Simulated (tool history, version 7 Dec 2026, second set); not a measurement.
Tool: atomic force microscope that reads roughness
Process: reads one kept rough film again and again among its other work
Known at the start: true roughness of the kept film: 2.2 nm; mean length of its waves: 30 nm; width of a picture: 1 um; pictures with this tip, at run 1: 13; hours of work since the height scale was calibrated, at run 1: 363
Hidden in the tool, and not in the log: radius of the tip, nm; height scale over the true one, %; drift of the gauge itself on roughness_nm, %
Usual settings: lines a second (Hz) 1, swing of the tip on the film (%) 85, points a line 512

run	day	lines a second (Hz)	swing of the tip on the film (%)	points a line	pictures with this tip	hours of work since the height scale was calibrated	roughness of the kept film (nm (root mean square))
1	0	1	85	512	13	363	1.795
2	0.9	1	85	512	42	380	1.74
# day 1.517: new tip fitted
3	2.05	1	60	512	17	401	1.962
4	2.775	1	60	833	41	414	1.926
# day 3.458: new tip fitted
5	3.683	1	68	512	8	431	1.93
6	4.454	1	68	512	33	445	1.881
# day 5.346: new tip fitted
7	5.617	1	68	512	9	466	1.943
8	6.329	1	68	330	32	480	1.875
9	6.917	1	68	330	52	491	1.843
# day 7.271: new tip fitted
10	7.804	2.17	85	512	18	507	1.594
11	8.679	1	85	512	46	523	1.741
# day 9.15: new tip fitted
12	9.358	1	81	512	7	535	1.844
13	10.154	1	85	993	33	550	1.768
# day 11.038: new tip fitted
14	11.3	1	85	993	9	571	1.825
15	12.1	1	85	993	35	586	1.776
# day 12.912: new tip fitted
16	12.912	1	70	441	0	600	1.94
17	13.883	1.91	69	640	31	618	1.798
18	14.571	1.91	69	640	54	631	1.74
# day 14.854: new tip fitted
19	15.646	2.37	81	473	26	651	1.602
20	16.442	2.37	81	473	52	666	1.572
# day 16.821: new tip fitted
21	17.221	2	81	456	13	680	1.693
22	17.721	0.68	65	410	29	689	1.957
23	18.454	0.68	65	410	53	703	1.893
# day 18.771: new tip fitted
24	19.288	0.52	68	868	17	718	1.982
25	19.875	0.52	68	868	36	729	1.952

Hidden state or all else? Some run-to-run changes of roughness of the kept film (nm (root mean square)), split into what the settings, what came in and random variation would give without the hidden state, and what is left for the hidden state (with any gauge scatter that isn't in both results):
Run 9 -> 10: lines a second (Hz) 1 -> 2.17, swing of the tip on the film (%) 68 -> 85, points a line 330 -> 512, new tip fitted. roughness of the kept film (nm (root mean square)) -0.249: hidden state +0.073, all else -0.322.
Run 11 -> 12: swing of the tip on the film (%) 85 -> 81, new tip fitted. roughness of the kept film (nm (root mean square)) +0.103: hidden state +0.077, all else +0.026.
Run 20 -> 21: lines a second (Hz) 2.37 -> 2, points a line 473 -> 456, new tip fitted. roughness of the kept film (nm (root mean square)) +0.121: hidden state +0.074, all else +0.047.
Run 21 -> 22: lines a second (Hz) 2 -> 0.68, swing of the tip on the film (%) 81 -> 65, points a line 456 -> 410. roughness of the kept film (nm (root mean square)) +0.264: hidden state -0.033, all else +0.297.
